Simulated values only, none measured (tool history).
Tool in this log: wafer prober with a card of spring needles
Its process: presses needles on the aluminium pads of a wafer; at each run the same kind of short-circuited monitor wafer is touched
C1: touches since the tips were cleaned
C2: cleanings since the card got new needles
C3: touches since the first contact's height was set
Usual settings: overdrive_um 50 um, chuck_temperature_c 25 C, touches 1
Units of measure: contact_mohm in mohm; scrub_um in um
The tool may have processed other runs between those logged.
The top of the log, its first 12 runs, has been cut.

{"hour": 231.2, "done": "tips cleaned on abrasive film"}
{"run": 13, "hour": 244.1, "overdrive_um": 50, "chuck_temperature_c": 25, "touches": 1, "C1": 6238, "C2": 72, "C3": 41321, "contact_mohm": 306, "scrub_um": 13.86}
{"hour": 248.3, "done": "tips cleaned on abrasive film"}
{"hour": 267.3, "done": "tips cleaned on abrasive film"}
{"run": 14, "hour": 267.3, "overdrive_um": 37, "chuck_temperature_c": 25, "touches": 1, "C1": 0, "C2": 74, "C3": 52547, "contact_mohm": 189, "scrub_um": 10.14}
{"run": 15, "hour": 281.1, "overdrive_um": 37, "chuck_temperature_c": 38, "touches": 1, "C1": 6712, "C2": 74, "C3": 59259, "contact_mohm": 433, "scrub_um": 10.14}
{"hour": 286.8, "done": "tips cleaned on abrasive film"}
{"hour": 304.3, "done": "tips cleaned on abrasive film"}
{"run": 16, "hour": 307.6, "overdrive_um": 37, "chuck_temperature_c": 38, "touches": 1, "C1": 1625, "C2": 76, "C3": 72045, "contact_mohm": 286, "scrub_um": 10.14}
{"hour": 323.1, "done": "tips cleaned on abrasive film"}
{"run": 17, "hour": 325.6, "overdrive_um": 50, "chuck_temperature_c": 26, "touches": 1, "C1": 1241, "C2": 77, "C3": 80771, "contact_mohm": 231, "scrub_um": 13.79}
{"hour": 342.3, "done": "tips cleaned on abrasive film"}
{"run": 18, "hour": 342.5, "overdrive_um": 47, "chuck_temperature_c": 40, "touches": 1, "C1": 100, "C2": 78, "C3": 88922, "contact_mohm": 179, "scrub_um": 12.91}
{"hour": 360.1, "done": "tips cleaned on abrasive film"}
{"run": 19, "hour": 366.7, "overdrive_um": 36, "chuck_temperature_c": 40, "touches": 1, "C1": 3188, "C2": 79, "C3": 100632, "contact_mohm": 392, "scrub_um": 9.83}
{"hour": 379.7, "done": "tips cleaned on abrasive film"}
{"hour": 384.0, "done": "height of the first contact set anew"}
{"run": 20, "hour": 388.8, "overdrive_um": 54, "chuck_temperature_c": 32, "touches": 1, "C1": 4311, "C2": 80, "C3": 2345, "contact_mohm": 268, "scrub_um": 15.01}
{"hour": 399.0, "done": "tips cleaned on abrasive film"}
{"run": 21, "hour": 411.5, "overdrive_um": 49, "chuck_temperature_c": 42, "touches": 1, "C1": 6055, "C2": 81, "C3": 13319, "contact_mohm": 302, "scrub_um": 13.64}
{"hour": 416.6, "done": "tips cleaned on abrasive film"}
{"hour": 433.7, "done": "tips cleaned on abrasive film"}
{"run": 22, "hour": 435.7, "overdrive_um": 51, "chuck_temperature_c": 42, "touches": 2, "C1": 995, "C2": 83, "C3": 25021, "contact_mohm": 183, "scrub_um": 14.14}
{"hour": 452.4, "done": "tips cleaned on abrasive film"}
{"run": 23, "hour": 464.8, "overdrive_um": 51, "chuck_temperature_c": 42, "touches": 2, "C1": 6029, "C2": 84, "C3": 39135, "contact_mohm": 239, "scrub_um": 14.11}
{"hour": 470.3, "done": "tips cleaned on abrasive film"}
{"run": 24, "hour": 485.8, "overdrive_um": 38, "chuck_temperature_c": 98, "touches": 1, "C1": 7528, "C2": 85, "C3": 49285, "contact_mohm": 412, "scrub_um": 10.47}
{"hour": 488.0, "done": "tips cleaned on abrasive film"}
{"hour": 507.5, "done": "tips cleaned on abrasive film"}
{"run": 25, "hour": 513.2, "overdrive_um": 50, "chuck_temperature_c": 25, "touches": 1, "C1": 2787, "C2": 87, "C3": 62539, "contact_mohm": 269, "scrub_um": 13.77}
{"hour": 526.2, "done": "tips cleaned on abrasive film"}
{"hour": 543.3, "done": "tips cleaned on abrasive film"}
{"run": 26, "hour": 543.3, "overdrive_um": 50, "chuck_temperature_c": 25, "touches": 1, "C1": 0, "C2": 89, "C3": 77065, "contact_mohm": 160, "scrub_um": 13.77}
{"hour": 560.6, "done": "tips cleaned on abrasive film"}
{"run": 27, "hour": 570.4, "overdrive_um": 42, "chuck_temperature_c": 110, "touches": 1, "C1": 4760, "C2": 90, "C3": 90185, "contact_mohm": 356, "scrub_um": 11.52}
{"hour": 579.4, "done": "tips cleaned on abrasive film"}
{"run": 28, "hour": 588.6, "overdrive_um": 42, "chuck_temperature_c": 110, "touches": 1, "C1": 4499, "C2": 91, "C3": 99033, "contact_mohm": 344, "scrub_um": 11.54}
{"hour": 597.2, "done": "tips cleaned on abrasive film"}
{"hour": 607.7, "done": "height of the first contact set anew"}
{"run": 29, "hour": 613.7, "overdrive_um": 32, "chuck_temperature_c": 65, "touches": 2, "C1": 7888, "C2": 92, "C3": 2909, "contact_mohm": 383, "scrub_um": 8.89}
{"hour": 616.3, "done": "tips cleaned on abrasive film"}
{"hour": 633.5, "done": "tips cleaned on abrasive film"}
{"run": 30, "hour": 641.4, "overdrive_um": 36, "chuck_temperature_c": 56, "touches": 2, "C1": 3816, "C2": 94, "C3": 16283, "contact_mohm": 311, "scrub_um": 10.01}
{"hour": 652.7, "done": "tips cleaned on abrasive film"}
{"run": 31, "hour": 658.2, "overdrive_um": 36, "chuck_temperature_c": 56, "touches": 2, "C1": 2686, "C2": 95, "C3": 24411, "contact_mohm": 279, "scrub_um": 10.04}
{"hour": 670.6, "done": "tips cleaned on abrasive film"}
{"run": 32, "hour": 680.7, "overdrive_um": 32, "chuck_temperature_c": 33, "touches": 2, "C1": 4922, "C2": 96, "C3": 35330, "contact_mohm": 356, "scrub_um": 8.84}
{"hour": 687.7, "done": "tips cleaned on abrasive film"}
{"run": 33, "hour": 702.7, "overdrive_um": 32, "chuck_temperature_c": 33, "touches": 2, "C1": 7272, "C2": 97, "C3": 45963, "contact_mohm": 382, "scrub_um": 8.81}

Branching from run 33: 3 alternative next runs. What would each branch give?
{"hour": 705.4, "done": "tips cleaned on abrasive film"}
{"hour": 723.4, "done": "tips cleaned on abrasive film"}
{"run": "A", "hour": 730.9, "overdrive_um": 38, "chuck_temperature_c": 97, "touches": 1, "C1": 3637, "C2": 99, "C3": 59599, "contact_mohm": "?", "scrub_um": "?"}
{"hour": 705.4, "done": "tips cleaned on abrasive film"}
{"hour": 723.4, "done": "tips cleaned on abrasive film"}
{"run": "B", "hour": 730.9, "overdrive_um": 53, "chuck_temperature_c": 26, "touches": 1, "C1": 3637, "C2": 99, "C3": 59599, "contact_mohm": "?", "scrub_um": "?"}
{"hour": 705.4, "done": "tips cleaned on abrasive film"}
{"hour": 723.4, "done": "tips cleaned on abrasive film"}
{"run": "C", "hour": 730.9, "overdrive_um": 49, "chuck_temperature_c": 45, "touches": 1, "C1": 3637, "C2": 99, "C3": 59599, "contact_mohm": "?", "scrub_um": "?"}

run=A contact_mohm=367 scrub_um=10.48
run=B contact_mohm=274 scrub_um=14.64
run=C contact_mohm=288 scrub_um=13.59
Without the tool's unlogged condition, the same runs would have read:
run=A contact_mohm=165 scrub_um=10.58
run=B contact_mohm=149 scrub_um=14.74
run=C contact_mohm=150 scrub_um=13.68

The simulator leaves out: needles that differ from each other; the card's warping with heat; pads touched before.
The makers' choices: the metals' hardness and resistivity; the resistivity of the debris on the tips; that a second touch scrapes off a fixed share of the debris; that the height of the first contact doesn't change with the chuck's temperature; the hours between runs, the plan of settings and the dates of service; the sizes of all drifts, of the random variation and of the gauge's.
